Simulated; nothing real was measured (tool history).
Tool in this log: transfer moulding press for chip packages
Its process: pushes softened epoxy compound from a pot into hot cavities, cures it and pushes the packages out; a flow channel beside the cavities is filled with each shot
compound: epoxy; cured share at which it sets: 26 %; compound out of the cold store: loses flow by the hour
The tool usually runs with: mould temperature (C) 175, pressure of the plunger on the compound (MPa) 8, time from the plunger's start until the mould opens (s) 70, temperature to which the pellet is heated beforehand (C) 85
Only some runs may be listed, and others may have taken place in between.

run   hour  mould temperature (C)  pressure of the plunger on the compound (MPa)  time from the plunger's start until the mould opens (s)  temperature to which the pellet is heated beforehand (C)  incoming compound's hours out of the cold store  length that the compound runs in the flow channel (mm)  greatest force on the pins that push the packages out (N)
  1      0                    175                                              8                                                       70                                                        85                                              8.5                                                     738                                                        500
      18.9  -- cavities cleaned with cleaning compound and waxed
  2   20.9                    175                                              8                                                       70                                                        85                                             43.3                                                     587                                                        291
  3   42.4                    175                                              8                                                       70                                                        85                                               31                                                     626                                                        439
      60.5  -- cavities cleaned with cleaning compound and waxed
  4   66.7                    175                                           7.85                                                       70                                                        85                                             45.4                                                     563                                                        337
  5   78.7                    175                                           7.85                                                       70                                                        85                                             10.3                                                     717                                                        468
  6     92                    175                                           7.85                                                       70                                                        85                                             18.5                                                     665                                                        528
     100.7  -- plunger's sealing rings changed
     104.7  -- cavities cleaned with cleaning compound and waxed
  7  114.4                    175                                           7.85                                                       70                                                        85                                             15.4                                                     740                                                        398
  8  133.1                    175                                              8                                                       70                                                        83                                             33.5                                                     649                                                        489
     145.7  -- cavities cleaned with cleaning compound and waxed
  9  148.3                    175                                              8                                                       70                                                        83                                             19.9                                                     730                                                        327
 10  166.3                    175                                              8                                                       70                                                        83                                               35                                                     654                                                        463
     187.7  -- cavities cleaned with cleaning compound and waxed
 11  189.1                    175                                              8                                                       59                                                        85                                             12.3                                                     757                                                        518
 12  204.6                    175                                              8                                                      108                                                        83                                             24.3                                                     694                                                        249
     228.7  -- cavities cleaned with cleaning compound and waxed
 13    233                    180                                           7.62                                                       86                                                        85                                             45.8                                                     578                                                        192
       237  -- mould's thermocouples calibrated
 14  252.2                    180                                           7.62                                                       86                                                        85                                             11.9                                                     713                                                        265
     272.1  -- cavities cleaned with cleaning compound and waxed
 15  274.3                    180                                           7.62                                                       86                                                        85                                             15.3                                                     702                                                        184
 16  297.6                    182                                           6.13                                                       70                                                        78                                               39                                                     521                                                        315
     314.7  -- cavities cleaned with cleaning compound and waxed
 17  320.5                    182                                           6.13                                                       70                                                        78                                             24.5                                                     571                                                        240
     335.8  -- mould's thermocouples calibrated, once more
 18  345.4                    175                                           7.95                                                       67                                                        82                                              8.5                                                     741                                                        588
     358.5  -- cavities cleaned with cleaning compound and waxed
 19  371.9                    175                                           6.14                                                       63                                                        85                                             39.7                                                     542                                                        484
 20  383.1                    175                                           6.14                                                       63                                                        85                                             45.7                                                     513                                                        559
     400.3  -- cavities cleaned with cleaning compound and waxed
 21  407.4                    175                                           8.34                                                       77                                                        85                                             34.2                                                     641                                                        266

Here are 5 independent what-if runs from the current tool condition. What would each one return?
  A  424.5                    176                                           6.48                                                       77                                                        85                                             15.7                                                       ?                                                          ?
  B  424.5                    167                                           9.14                                                       70                                                        81                                              8.4                                                       ?                                                          ?
  C  424.5                    181                                           6.87                                                       77                                                        85                                             47.7                                                       ?                                                          ?
  D  424.5                    178                                           6.75                                                       70                                                        77                                               18                                                       ?                                                          ?
  E  424.5                    175                                              8                                                       90                                                        84                                             17.6                                                       ?                                                          ?

run  length that the compound runs in the flow channel (mm)  greatest force on the pins that push the packages out (N)
  A                                                     634                                                        348
  B                                                     834                                                        900
  C                                                     517                                                        268
  D                                                     623                                                        396
  E                                                     686                                                        282
With the hidden condition removed and each run's random variation left untouched, the same runs would have given:
run  length that the compound runs in the flow channel (mm)  greatest force on the pins that push the packages out (N)
  A                                                     665                                                        217
  B                                                     874                                                        564
  C                                                     542                                                        169
  D                                                     653                                                        250
  E                                                     719                                                        175
